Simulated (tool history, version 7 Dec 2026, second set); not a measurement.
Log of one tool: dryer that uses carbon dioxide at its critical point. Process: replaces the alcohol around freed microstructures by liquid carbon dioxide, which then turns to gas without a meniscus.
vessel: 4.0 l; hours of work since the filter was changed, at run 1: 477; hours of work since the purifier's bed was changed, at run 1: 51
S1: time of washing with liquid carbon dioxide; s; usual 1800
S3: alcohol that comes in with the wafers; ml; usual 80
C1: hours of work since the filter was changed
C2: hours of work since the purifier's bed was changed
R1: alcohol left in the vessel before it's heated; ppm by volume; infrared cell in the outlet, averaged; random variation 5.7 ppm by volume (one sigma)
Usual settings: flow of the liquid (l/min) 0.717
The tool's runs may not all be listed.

Run 1, day 0.000: usual settings; C1 477; C2 51. Result: R1 270 ppm by volume.
Run 2, day 0.371: usual settings; C1 481; C2 55. Result: R1 274 ppm by volume.
Run 3, day 0.958: usual settings; C1 488; C2 63. Result: R1 274 ppm by volume.
Run 4, day 1.283: usual settings; C1 492; C2 66. Result: R1 284 ppm by volume.
Run 5, day 1.867: usual settings; C1 499; C2 73. Result: R1 288 ppm by volume.
Run 6, day 2.346: usual settings; C1 505; C2 79. Result: R1 286 ppm by volume.
Run 7, day 2.662: usual settings but S1 1140 s; C1 509; C2 83. Result: R1 1272 ppm by volume.
Run 8, day 3.242: usual settings but S1 1140 s, S3 61 ml; C1 516; C2 90. Result: R1 985 ppm by volume.
Run 9, day 3.562: usual settings but S1 2700 s, flow of the liquid (l/min) 0.716, S3 21 ml; C1 519; C2 93. Result: R1 36 ppm by volume.
Run 10, day 4.075: usual settings but S1 2280 s, flow of the liquid (l/min) 1.109, S3 26 ml; C1 525; C2 100. Result: R1 34 ppm by volume.
Run 11, day 4.629: usual settings but S1 2460 s, flow of the liquid (l/min) 0.753, S3 23 ml; C1 532; C2 106. Result: R1 36 ppm by volume.
Run 12, day 4.992: usual settings but S1 2460 s, flow of the liquid (l/min) 0.590, S3 100 ml; C1 536; C2 110. Result: R1 230 ppm by volume.
At day 5.188: inlet filter changed.
Run 13, day 5.425: usual settings but S1 1320 s, flow of the liquid (l/min) 0.773, S3 23 ml; C1 3; C2 115. Result: R1 173 ppm by volume.

5 ways to go on from here, each from the tool as it stands after run 13. What would each give?
Run A, day 6.012: usual settings but S1 1320 s, flow of the liquid (l/min) 0.690, S3 36 ml; C1 10; C2 122. Result: R1 ?.
Run B, day 6.012: usual settings but S1 1500 s, flow of the liquid (l/min) 0.668, S3 69 ml; C1 10; C2 122. Result: R1 ?.
Run C, day 6.012: usual settings but S1 1560 s, flow of the liquid (l/min) 0.644, S3 110 ml; C1 10; C2 122. Result: R1 ?.
Run D, day 6.012: usual settings but S1 1320 s, flow of the liquid (l/min) 0.773, S3 48 ml; C1 10; C2 122. Result: R1 ?.
Run E, day 6.012: usual settings but flow of the liquid (l/min) 0.520; C1 10; C2 122. Result: R1 ?.

run   R1
  A  362
  B  500
  C  772
  D  332
  E  743
Without the tool's hidden state the same runs would have given:
run   R1
  A  329
  B  465
  C  734
  D  299
  E  705
